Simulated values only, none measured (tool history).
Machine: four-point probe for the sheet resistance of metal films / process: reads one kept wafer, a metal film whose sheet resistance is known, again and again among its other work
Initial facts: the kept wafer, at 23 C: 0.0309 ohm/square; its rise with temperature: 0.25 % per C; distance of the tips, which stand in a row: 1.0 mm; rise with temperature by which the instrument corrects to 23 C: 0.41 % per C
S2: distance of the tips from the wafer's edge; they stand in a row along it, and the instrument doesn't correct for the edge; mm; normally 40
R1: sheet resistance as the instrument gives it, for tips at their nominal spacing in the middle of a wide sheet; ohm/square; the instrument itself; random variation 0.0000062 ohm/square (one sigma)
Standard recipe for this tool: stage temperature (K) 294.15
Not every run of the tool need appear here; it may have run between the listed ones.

run 1 hour=0 | stage_temperature_(K)=294.15 S2=40 | R1=0.030886
run 2 hour=34.4 | stage_temperature_(K)=294.15 S2=40 | R1=0.030884
run 3 hour=82.7 | stage_temperature_(K)=298.15 S2=40 | R1=0.030683
run 4 hour=105.4 | stage_temperature_(K)=298.15 S2=40 | R1=0.030672
run 5 hour=144.8 | stage_temperature_(K)=298.15 S2=40 | R1=0.03069
run 6 hour=170 | stage_temperature_(K)=298.15 S2=40 | R1=0.03067
run 7 hour=194.1 | stage_temperature_(K)=298.15 S2=11 | R1=0.030805
run 8 hour=238 | stage_temperature_(K)=303.15 S2=11 | R1=0.030576
run 9 hour=287.5 | stage_temperature_(K)=303.15 S2=11 | R1=0.030573
run 10 hour=327.6 | stage_temperature_(K)=303.15 S2=11 | R1=0.030555
run 11 hour=360.1 | stage_temperature_(K)=303.15 S2=11 | R1=0.030555
run 12 hour=393.5 | stage_temperature_(K)=303.15 S2=11 | R1=0.030552
run 13 hour=443.7 | stage_temperature_(K)=294.15 S2=72 | R1=0.030856
run 14 hour=473.8 | stage_temperature_(K)=294.15 S2=12 | R1=0.03096
run 15 hour=517.3 | stage_temperature_(K)=294.15 S2=12 | R1=0.030965
run 16 hour=556.9 | stage_temperature_(K)=294.15 S2=15 | R1=0.03093
run 17 hour=602.6 | stage_temperature_(K)=294.15 S2=15 | R1=0.030926
run 18 hour=655.6 | stage_temperature_(K)=294.15 S2=54 | R1=0.030855
run 19 hour=705.6 | stage_temperature_(K)=307.15 S2=13 | R1=0.030322
run 20 hour=754 | stage_temperature_(K)=297.15 S2=40 | R1=0.030704
run 21 hour=809.1 | stage_temperature_(K)=297.15 S2=24 | R1=0.030717
run 22 hour=857.6 | stage_temperature_(K)=294.15 S2=63 | R1=0.030826
run 23 hour=897.1 | stage_temperature_(K)=294.15 S2=9 | R1=0.031034
run 24 hour=945.1 | stage_temperature_(K)=294.15 S2=14 | R1=0.03092
run 25 hour=992.2 | stage_temperature_(K)=301.15 S2=26 | R1=0.030504
run 26 hour=1021.5 | stage_temperature_(K)=295.15 S2=6 | R1=0.031232
run 27 hour=1075.6 | stage_temperature_(K)=292.15 S2=4 | R1=0.031931
run 28 hour=1128.9 | stage_temperature_(K)=292.15 S2=4 | R1=0.031923
run 29 hour=1169.1 | stage_temperature_(K)=300.15 S2=40 | R1=0.030541
run 30 hour=1208.2 | stage_temperature_(K)=300.15 S2=21 | R1=0.030561
run 31 hour=1248.8 | stage_temperature_(K)=294.15 S2=26 | R1=0.030848
run 32 hour=1272 | stage_temperature_(K)=295.15 S2=67 | R1=0.030765
run 33 hour=1321.7 | stage_temperature_(K)=295.15 S2=6 | R1=0.031207
run 34 hour=1345.7 | stage_temperature_(K)=295.15 S2=6 | R1=0.03121
run 35 hour=1374.2 | stage_temperature_(K)=295.15 S2=6 | R1=0.031209

Forecast each of these 5 alternatives for the next run:
run A hour=1411.1 | stage_temperature_(K)=294.15 S2=6 | R1=?
run B hour=1411.1 | stage_temperature_(K)=304.15 S2=5 | R1=?
run C hour=1411.1 | stage_temperature_(K)=295.15 S2=23 | R1=?
run D hour=1411.1 | stage_temperature_(K)=297.15 S2=20 | R1=?
run E hour=1411.1 | stage_temperature_(K)=297.15 S2=31 | R1=?

run=A R1=0.031258
run=B R1=0.030964
run=C R1=0.030785
run=D R1=0.030693
run=E R1=0.030668
Without the tool's unlogged condition, the same runs would have read:
run=A R1=0.031458
run=B R1=0.031161
run=C R1=0.030982
run=D R1=0.030889
run=E R1=0.030864
